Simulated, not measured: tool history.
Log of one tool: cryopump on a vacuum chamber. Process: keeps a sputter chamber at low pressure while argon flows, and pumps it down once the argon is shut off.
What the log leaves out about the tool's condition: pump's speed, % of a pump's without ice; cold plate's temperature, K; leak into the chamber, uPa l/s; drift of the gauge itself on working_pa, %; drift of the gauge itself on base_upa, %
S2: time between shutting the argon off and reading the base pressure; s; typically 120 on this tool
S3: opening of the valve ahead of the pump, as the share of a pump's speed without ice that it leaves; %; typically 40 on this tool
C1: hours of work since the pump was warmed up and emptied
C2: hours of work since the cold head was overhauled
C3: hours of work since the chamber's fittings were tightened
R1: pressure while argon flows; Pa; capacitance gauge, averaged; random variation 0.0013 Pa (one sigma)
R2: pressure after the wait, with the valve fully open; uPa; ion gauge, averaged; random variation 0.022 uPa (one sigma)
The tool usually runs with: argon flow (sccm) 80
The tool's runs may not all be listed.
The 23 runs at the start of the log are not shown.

{"run": 24, "hour": 1630.7, "argon flow (sccm)": 76, "S2": 26, "S3": 59, "C1": 75, "C2": 2133, "C3": 650, "R1": 0.2076, "R2": 1.88}
{"run": 25, "hour": 1696.3, "argon flow (sccm)": 102, "S2": 259, "S3": 37, "C1": 107, "C2": 2165, "C3": 682, "R1": 0.4401, "R2": 0.76}
{"run": 26, "hour": 1778.2, "argon flow (sccm)": 102, "S2": 259, "S3": 37, "C1": 147, "C2": 2205, "C3": 722, "R1": 0.4439, "R2": 0.77}
{"run": 27, "hour": 1837.1, "argon flow (sccm)": 81, "S2": 39, "S3": 34, "C1": 175, "C2": 2234, "C3": 751, "R1": 0.3847, "R2": 1.61}
{"run": 28, "hour": 1932.0, "argon flow (sccm)": 62, "S2": 35, "S3": 52, "C1": 222, "C2": 2280, "C3": 797, "R1": 0.2014, "R2": 1.75}
{"run": 29, "hour": 2031.3, "argon flow (sccm)": 62, "S2": 35, "S3": 52, "C1": 270, "C2": 2328, "C3": 846, "R1": 0.2061, "R2": 1.75}
{"run": 30, "hour": 2103.1, "argon flow (sccm)": 77, "S2": 67, "S3": 39, "C1": 305, "C2": 2363, "C3": 881, "R1": 0.3337, "R2": 1.3}
{"run": 31, "hour": 2176.3, "argon flow (sccm)": 77, "S2": 67, "S3": 39, "C1": 341, "C2": 2399, "C3": 916, "R1": 0.3408, "R2": 1.38}
{"run": 32, "hour": 2238.1, "argon flow (sccm)": 77, "S2": 67, "S3": 39, "C1": 371, "C2": 2429, "C3": 947, "R1": 0.347, "R2": 1.46}

3 ways to go on from here, each from the tool as it stands after run 32. What would each give?
{"run": "A", "hour": 2298.2, "argon flow (sccm)": 142, "S2": 80, "S3": 39, "C1": 400, "C2": 2459, "C3": 976, "R1": "?", "R2": "?"}
{"run": "B", "hour": 2298.2, "argon flow (sccm)": 80, "S2": 120, "S3": 33, "C1": 400, "C2": 2459, "C3": 976, "R1": "?", "R2": "?"}
{"run": "C", "hour": 2298.2, "argon flow (sccm)": 43, "S2": 76, "S3": 21, "C1": 400, "C2": 2459, "C3": 976, "R1": "?", "R2": "?"}

run=A R1=0.6382 R2=1.37
run=B R1=0.4155 R2=1.24
run=C R1=0.3364 R2=1.39
Take away the tool's hidden state, keep each run's random variation, and the runs would have read:
run=A R1=0.5578 R2=0.7
run=B R1=0.3703 R2=0.57
run=C R1=0.3122 R2=0.72
